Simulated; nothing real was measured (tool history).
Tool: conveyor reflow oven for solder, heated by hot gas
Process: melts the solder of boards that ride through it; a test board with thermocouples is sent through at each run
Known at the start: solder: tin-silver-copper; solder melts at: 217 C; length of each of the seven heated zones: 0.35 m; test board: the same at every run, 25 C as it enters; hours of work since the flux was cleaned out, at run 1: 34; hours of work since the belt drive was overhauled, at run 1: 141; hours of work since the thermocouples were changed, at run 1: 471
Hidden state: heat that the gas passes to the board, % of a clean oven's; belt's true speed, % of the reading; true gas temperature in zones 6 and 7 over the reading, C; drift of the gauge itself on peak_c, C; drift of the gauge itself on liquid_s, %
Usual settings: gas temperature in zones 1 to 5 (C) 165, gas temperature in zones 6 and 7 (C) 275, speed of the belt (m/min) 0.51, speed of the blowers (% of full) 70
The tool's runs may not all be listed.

run	day	gas temperature in zones 1 to 5 (C)	gas temperature in zones 6 and 7 (C)	speed of the belt (m/min)	speed of the blowers (% of full)	hours of work since the flux was cleaned out	hours of work since the belt drive was overhauled	hours of work since the thermocouples were changed	highest temperature of the board (C)	time above the solder's melting point (s)
1	0	165	275	0.51	70	34	141	471	256.1	61.1
2	0.367	165	275	0.505	70	38	145	475	256.4	61.6
3	0.654	165	275	0.505	70	41	148	478	256.6	61.5
4	0.983	165	272	0.505	70	45	152	481	254.1	59.6
5	1.362	165	272	0.447	70	49	156	486	257.6	72.3
6	1.558	165	272	0.447	70	51	158	488	257.8	72
7	2.012	165	272	0.458	70	56	163	493	257.6	69.7
8	2.204	165	285	0.51	70	58	165	495	264.9	66.3
9	2.467	165	285	0.51	70	61	168	498	264.5	66.4
10	2.85	165	275	0.51	62	65	172	502	252.4	57.4
11	3.238	165	275	0.51	62	69	176	506	252.5	57.2
12	3.479	165	280	0.519	74	71	179	508	261.1	63.1
13	3.825	174	280	0.519	74	75	182	512	263	66.8
14	4.254	174	280	0.519	74	80	187	517	262.9	67.3
15	4.725	174	281	0.519	78	85	192	522	264.5	68.7
16	5.196	179	277	0.51	57	90	197	527	254.8	63.6
17	5.621	151	274	0.561	80	95	202	532	252.3	48
18	5.871	165	284	0.575	64	97	204	534	255.3	51.9
19	6.1	150	284	0.575	64	100	207	537	251.7	45.3
20	6.383	150	284	0.575	64	103	210	540	251.6	45.1

Forecast each of these 3 alternatives for the next run:
A	6.654	172	275	0.517	68	106	213	543	?	?
B	6.654	165	284	0.51	54	106	213	543	?	?
C	6.654	176	284	0.575	64	106	213	543	?	?

run	highest temperature of the board (C)	time above the solder's melting point (s)
A	255.9	61.6
B	255.5	58.8
C	258.2	57.1
Without the tool's hidden state the same runs would have given:
run	highest temperature of the board (C)	time above the solder's melting point (s)
A	255.4	61.3
B	255	58.4
C	257.9	56.9
